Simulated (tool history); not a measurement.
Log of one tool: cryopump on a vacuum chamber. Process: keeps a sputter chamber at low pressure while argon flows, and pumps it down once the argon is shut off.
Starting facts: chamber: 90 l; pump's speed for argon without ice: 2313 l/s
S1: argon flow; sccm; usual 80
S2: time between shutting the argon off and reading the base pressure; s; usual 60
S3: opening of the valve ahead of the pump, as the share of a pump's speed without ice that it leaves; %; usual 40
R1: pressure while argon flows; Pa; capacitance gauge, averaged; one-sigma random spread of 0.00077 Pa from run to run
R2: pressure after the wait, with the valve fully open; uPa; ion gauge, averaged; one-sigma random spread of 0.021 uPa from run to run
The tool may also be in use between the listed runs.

run   hour   S1   S2  S3      R1    R2
  1      0   80   60  40  0.1567  0.78
  2   16.9   80   60  53  0.1209  0.74
  3   32.8   80   60  53  0.1231  0.78
  4   44.4   80   60  53  0.1222  0.78
  5   55.1   80   60  53   0.123   0.8
  6   69.6   80   60  53  0.1231  0.81
  7   88.4   80   60  53  0.1246  0.82
  8    105   72   49  55  0.1072  0.88
  9  120.9  147   80  28  0.4074  0.78
 10  131.3   80  191  40  0.1609  0.63

Run 11 is up next; what results do you expect?
 11  147.4  119  228  40   ?   ?

R1: 0.2403 Pa
R2: 0.64 uPa
Take away the tool's hidden state, keep the run-to-run variation as it was, and the same run would have given R1 0.218 Pa, R2 0.2 uPa.
